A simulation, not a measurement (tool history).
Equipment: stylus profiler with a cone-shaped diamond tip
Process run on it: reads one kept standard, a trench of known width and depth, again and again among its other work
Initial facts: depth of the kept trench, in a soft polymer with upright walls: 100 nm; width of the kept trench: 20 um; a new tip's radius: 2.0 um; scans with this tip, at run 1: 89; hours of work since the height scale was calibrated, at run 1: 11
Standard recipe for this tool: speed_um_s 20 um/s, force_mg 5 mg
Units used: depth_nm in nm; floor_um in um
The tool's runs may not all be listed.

run	hour	speed_um_s	force_mg	scans with this tip	hours of work since the height scale was calibrated	depth_nm	floor_um
1	0	20	5	89	11	101.34	18.72
2	26.4	20	5	189	23	101.31	18.67
3	50.7	20	5	281	35	101.59	18.63
4	84.8	20	5	410	51	101.33	18.68
5	113.6	20	11.23	519	64	102.44	18.71
6	130.2	18	11.23	582	72	102.45	18.75
7	163.1	18	11.23	707	88	102.52	18.72
8	180.1	5	5	772	96	101.33	18.71
9	203.6	5	5	861	107	101.52	18.68
10	237	5	1.87	988	122	100.76	18.7
11	267.6	5	1.87	1103	137	100.7	18.66
12	283.5	9	5	1164	144	101.34	18.69
13	308.7	9	5	1259	156	101.39	18.69
14	334.7	9	5	1358	168	101.41	18.68
15	366.1	20	2.55	1477	183	100.9	18.58
16	391.8	20	2.55	1574	195	100.76	18.67
17	424.8	20	2.55	1699	210	101.01	18.63
18	452.2	20	5	1803	223	101.4	18.62
19	478.7	65	5	1904	236	101.25	18.56
20	504.3	65	5	2001	248	101.42	18.53
# hour 507: height scale calibrated on a step standard
21	523	20	9.68	2070	7	102.17	18.66
22	551.2	20	5	2177	21	101.34	18.72
23	577	75	5	2275	33	101.51	18.48
24	610.2	31	5	2401	48	101.38	18.58
25	641.6	22	6.43	2520	63	101.65	18.61
# hour 651.5: height scale calibrated on a step standard, once more
26	662.2	22	6.43	2596	5	101.75	18.62
27	682.9	22	6.43	2674	15	101.78	18.65
28	704.1	20	6.98	2755	25	101.84	18.67
29	720.5	14	2.65	2817	32	100.98	18.65
30	754.5	58	5	2946	48	101.44	18.52
31	770.7	58	5	3007	56	101.49	18.51
32	804.5	58	5	3136	72	101.39	18.52
33	823	58	5	3206	80	101.39	18.48
34	847.8	8	3.29	3300	92	100.97	18.6
35	868.9	8	1.9	3380	102	100.72	18.61
36	900.9	8	1.9	3501	117	100.75	18.64
37	934.4	8	1.9	3628	133	100.76	18.67
38	949.7	8	1.9	3686	140	100.79	18.64
39	969.4	18	10.3	3761	149	102.3	18.62
40	985.2	73	1.89	3821	157	100.62	18.4
41	1011.8	12	4.9	3921	169	101.37	18.62
42	1041.6	9	5.33	4035	183	101.4	18.6
43	1058.2	35	3.66	4097	191	101.23	18.5
44	1080.7	34	9.98	4183	202	102.12	18.58
45	1110.2	8	3.19	4295	215	100.87	18.62
46	1136.6	5	6.51	4395	228	101.58	18.65

Below are 4 alternative next runs, each starting from the tool's condition after run 46. Predict each:
A	1152.6	9	6.51	4455	235	?	?
B	1152.6	5	2.15	4455	235	?	?
C	1152.6	60	5.69	4455	235	?	?
D	1152.6	8	1.77	4455	235	?	?

run	depth_nm	floor_um
A	101.62	18.63
B	100.75	18.66
C	101.46	18.54
D	100.65	18.59
With no hidden state in the tool, these same runs would have given:
run	depth_nm	floor_um
A	101.71	18.75
B	100.84	18.77
C	101.55	18.65
D	100.73	18.7

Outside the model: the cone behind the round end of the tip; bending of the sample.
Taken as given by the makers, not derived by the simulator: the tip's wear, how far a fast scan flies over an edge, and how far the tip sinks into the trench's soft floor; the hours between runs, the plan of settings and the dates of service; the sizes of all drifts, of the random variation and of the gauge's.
